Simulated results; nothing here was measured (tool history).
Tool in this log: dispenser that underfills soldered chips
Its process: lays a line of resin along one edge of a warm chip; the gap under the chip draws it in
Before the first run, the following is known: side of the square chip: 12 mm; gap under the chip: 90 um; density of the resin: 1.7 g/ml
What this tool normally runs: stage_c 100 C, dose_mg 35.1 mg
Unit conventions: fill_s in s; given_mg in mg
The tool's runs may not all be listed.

| run | hour | stage_c | dose_mg | fill_s | given_mg |
|---|---|---|---|---|---|
| 1 | 0.0 | 100 | 35.1 | 153.5 | 33.39 |
|  | 4.6 | new syringe of resin |
| 2 | 4.6 | 100 | 35.1 | 87.3 | 33.18 |
| 3 | 9.4 | 100 | 33.8 | 112.2 | 32.02 |
| 4 | 12.8 | 93 | 35.1 | 163.4 | 33.17 |
| 5 | 16.5 | 105 | 35.1 | 123.5 | 33.16 |
|  | 22.1 | new syringe of resin |
|  | 23.1 | dispensing valve cleaned and set on the balance |
| 6 | 23.4 | 105 | 35.1 | 75.1 | 34.89 |
| 7 | 27.6 | 105 | 35.1 | 89.6 | 34.97 |
| 8 | 33.6 | 105 | 35.1 | 116.3 | 35.08 |
| 9 | 38.8 | 105 | 35.1 | 142.3 | 35.03 |
|  | 40.7 | new syringe of resin |
| 10 | 42.6 | 110 | 35.1 | 66.9 | 34.74 |
| 11 | 46.8 | 110 | 35.1 | 80.2 | 34.82 |
| 12 | 52.3 | 110 | 35.1 | 100.5 | 34.69 |
| 13 | 55.4 | 110 | 35.1 | 114.8 | 34.85 |
|  | 57.9 | new syringe of resin |
| 14 | 61.9 | 100 | 35.1 | 104.2 | 34.50 |
| 15 | 66.2 | 100 | 35.1 | 127.0 | 34.65 |
| 16 | 71.3 | 100 | 35.1 | 156.3 | 34.70 |
|  | 75.5 | new syringe of resin |
| 17 | 77.0 | 100 | 35.1 | 96.6 | 34.44 |
| 18 | 80.4 | 103 | 35.1 | 98.5 | 34.42 |
| 19 | 84.4 | 99 | 30.4 | 139.6 | 29.80 |
| 20 | 90.7 | 96 | 43.7 | 194.5 | 42.87 |
|  | 93.0 | new syringe of resin |
| 21 | 94.5 | 112 | 45.2 | 63.0 | 43.94 |
| 22 | 98.3 | 100 | 34.0 | 110.5 | 33.11 |
| 23 | 101.7 | 113 | 41.7 | 80.5 | 40.64 |
| 24 | 108.0 | 113 | 41.7 | 104.2 | 40.63 |
|  | 110.2 | new syringe of resin |
| 25 | 112.0 | 113 | 41.7 | 61.6 | 40.45 |
| 26 | 114.9 | 108 | 34.1 | 85.1 | 33.18 |
| 27 | 119.3 | 108 | 34.1 | 101.7 | 33.12 |
| 28 | 122.2 | 99 | 32.2 | 160.0 | 31.17 |
| 29 | 125.3 | 99 | 42.2 | 176.6 | 40.96 |
|  | 127.4 | new syringe of resin |
| 30 | 130.2 | 107 | 30.8 | 80.2 | 29.91 |
| 31 | 133.8 | 107 | 30.8 | 92.1 | 29.92 |
| 32 | 137.5 | 88 | 29.8 | 222.1 | 28.71 |
| 33 | 142.4 | 106 | 36.9 | 135.7 | 35.46 |
|  | 144.6 | new syringe of resin |
| 34 | 147.0 | 93 | 31.6 | 133.5 | 30.42 |
| 35 | 151.9 | 85 | 31.5 | 223.9 | 30.29 |
| 36 | 157.3 | 90 | 39.9 | 222.4 | 38.26 |

Consider 4 possible next runs. They are alternatives, not a sequence: every one starts from the tool as it was left by run 36. What does each give?
|  | 161.8 | new syringe of resin |
| A | 164.1 | 93 | 31.2 | ? | ? |
|  | 161.8 | new syringe of resin |
| B | 164.1 | 103 | 34.6 | ? | ? |
|  | 161.8 | new syringe of resin |
| C | 164.1 | 98 | 30.5 | ? | ? |
|  | 161.8 | new syringe of resin |
| D | 164.1 | 100 | 35.9 | ? | ? |

| run | fill_s | given_mg |
|---|---|---|
| A | 133.7 | 29.85 |
| B | 90.9 | 33.04 |
| C | 108.3 | 29.20 |
| D | 100.9 | 34.34 |
With the hidden condition removed and each run's random variation left untouched, the same runs would have given:
| run | fill_s | given_mg |
|---|---|---|
| A | 115.7 | 31.15 |
| B | 79.2 | 34.47 |
| C | 93.8 | 30.47 |
| D | 87.9 | 35.83 |
